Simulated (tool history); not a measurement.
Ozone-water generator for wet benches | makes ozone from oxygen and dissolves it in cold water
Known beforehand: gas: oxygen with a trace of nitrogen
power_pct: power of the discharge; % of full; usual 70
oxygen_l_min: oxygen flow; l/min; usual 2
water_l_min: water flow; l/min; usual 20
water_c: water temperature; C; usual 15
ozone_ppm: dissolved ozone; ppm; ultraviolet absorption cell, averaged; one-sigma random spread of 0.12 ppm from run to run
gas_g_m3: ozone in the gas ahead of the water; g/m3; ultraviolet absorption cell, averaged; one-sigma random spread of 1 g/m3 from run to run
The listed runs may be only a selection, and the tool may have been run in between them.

{"run": 1, "hour": 0.0, "power_pct": 70, "oxygen_l_min": 2, "water_l_min": 20, "water_c": 15, "ozone_ppm": 9.3, "gas_g_m3": 171.9}
{"run": 2, "hour": 134.7, "power_pct": 70, "oxygen_l_min": 2, "water_l_min": 20, "water_c": 15, "ozone_ppm": 9.2, "gas_g_m3": 169.1}
{"run": 3, "hour": 318.0, "power_pct": 70, "oxygen_l_min": 2, "water_l_min": 20, "water_c": 15, "ozone_ppm": 9.1, "gas_g_m3": 168.7}
{"run": 4, "hour": 423.3, "power_pct": 70, "oxygen_l_min": 2, "water_l_min": 20, "water_c": 15, "ozone_ppm": 9.3, "gas_g_m3": 169.2}
{"run": 5, "hour": 563.3, "power_pct": 70, "oxygen_l_min": 2, "water_l_min": 20, "water_c": 15, "ozone_ppm": 9, "gas_g_m3": 168.9}
{"run": 6, "hour": 736.8, "power_pct": 98, "oxygen_l_min": 2, "water_l_min": 20, "water_c": 15, "ozone_ppm": 11.1, "gas_g_m3": 207}
{"run": 7, "hour": 862.5, "power_pct": 98, "oxygen_l_min": 2, "water_l_min": 20, "water_c": 15, "ozone_ppm": 11.3, "gas_g_m3": 206.8}
{"run": 8, "hour": 1043.1, "power_pct": 98, "oxygen_l_min": 2, "water_l_min": 20, "water_c": 15, "ozone_ppm": 11, "gas_g_m3": 206.2}
{"run": 9, "hour": 1143.3, "power_pct": 70, "oxygen_l_min": 2, "water_l_min": 18, "water_c": 15, "ozone_ppm": 10.1, "gas_g_m3": 169.7}
{"run": 10, "hour": 1235.3, "power_pct": 46, "oxygen_l_min": 2.74, "water_l_min": 20, "water_c": 16, "ozone_ppm": 7.3, "gas_g_m3": 109.5}
{"run": 11, "hour": 1334.5, "power_pct": 46, "oxygen_l_min": 2.74, "water_l_min": 20, "water_c": 16, "ozone_ppm": 7.4, "gas_g_m3": 110.4}
{"run": 12, "hour": 1504.1, "power_pct": 46, "oxygen_l_min": 2.74, "water_l_min": 20, "water_c": 16, "ozone_ppm": 7.3, "gas_g_m3": 107.5}
{"run": 13, "hour": 1603.6, "power_pct": 74, "oxygen_l_min": 2.74, "water_l_min": 20, "water_c": 16, "ozone_ppm": 9.6, "gas_g_m3": 143.9}
{"run": 14, "hour": 1701.8, "power_pct": 50, "oxygen_l_min": 2.74, "water_l_min": 25, "water_c": 16, "ozone_ppm": 6.1, "gas_g_m3": 114.3}
{"run": 15, "hour": 1790.2, "power_pct": 57, "oxygen_l_min": 1.1, "water_l_min": 16, "water_c": 16, "ozone_ppm": 8.9, "gas_g_m3": 212.4}
{"run": 16, "hour": 1940.3, "power_pct": 70, "oxygen_l_min": 2, "water_l_min": 20, "water_c": 9, "ozone_ppm": 9, "gas_g_m3": 166.5}
{"run": 17, "hour": 2069.3, "power_pct": 70, "oxygen_l_min": 2, "water_l_min": 20, "water_c": 8, "ozone_ppm": 9.1, "gas_g_m3": 165.3}

Withheld: 1 entry from between the runs. Position of each, and hidden state at the listed run before versus the listed run after:
From run 16 to run 17: water thermometer calibrated (hour 1982)
  yield of the discharge, % of new electrodes': 95.6 -> 95.5; contactor's efficiency, % of a clean one's: 87.3 -> 87.2; true water temperature over the reading, C: 0.36 -> -0.04
  measured minus no-state result, ozone_ppm: -1.1 -> -1.2 ppm; gas_g_m3: -7.6 -> -7.8 g/m3
